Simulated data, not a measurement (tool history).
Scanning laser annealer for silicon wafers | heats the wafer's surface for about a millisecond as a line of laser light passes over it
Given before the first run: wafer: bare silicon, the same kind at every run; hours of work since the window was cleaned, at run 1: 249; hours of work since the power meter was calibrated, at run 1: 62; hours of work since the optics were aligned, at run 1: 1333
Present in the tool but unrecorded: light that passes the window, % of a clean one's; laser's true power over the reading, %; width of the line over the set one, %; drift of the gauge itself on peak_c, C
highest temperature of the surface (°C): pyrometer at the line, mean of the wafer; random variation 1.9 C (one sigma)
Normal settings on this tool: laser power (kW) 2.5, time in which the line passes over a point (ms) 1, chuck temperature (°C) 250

run   hour  laser power (kW)  time in which the line passes over a point (ms)  chuck temperature (°C)  hours of work since the window was cleaned  hours of work since the power meter was calibrated  hours of work since the optics were aligned  highest temperature of the surface (°C)
  1      0               2.5                                                1                     250                                         249                                                  62                                         1333                                     1086
  2    9.8               2.5                                                1                     240                                         254                                                  68                                         1338                                     1081
  3   18.5               2.5                                                1                     240                                         259                                                  72                                         1343                                     1076
  4   27.8               2.5                                                1                     240                                         263                                                  77                                         1347                                     1077
  5     37               2.5                                             0.81                     250                                         268                                                  82                                         1352                                     1014
  6     44               2.5                                             0.81                     250                                         272                                                  85                                         1356                                     1014
  7   53.7             2.487                                                1                     250                                         277                                                  90                                         1361                                     1082
  8   59.4               2.5                                                1                     250                                         280                                                  93                                         1364                                     1084
  9   68.2               2.5                                                1                     250                                         284                                                  98                                         1368                                     1085
 10   77.7               2.5                                                1                     250                                         289                                                 103                                         1373                                     1089
 11   85.8               2.5                                             0.89                     250                                         294                                                 107                                         1378                                     1046
 12   95.9               2.5                                             0.89                     250                                         299                                                 112                                         1383                                     1046
 13  102.8             2.674                                                1                     250                                         302                                                 116                                         1386                                     1144

What will run 14 give?
 14   113               2.5                                             1.23                     258                                         308                                                 121                                         1392                                        ?

{"run 14": {"highest temperature of the surface (°C)": 1178}}
Take away the tool's hidden state, keep the run-to-run variation as it was, and the same run would have given highest temperature of the surface (°C) 1179.
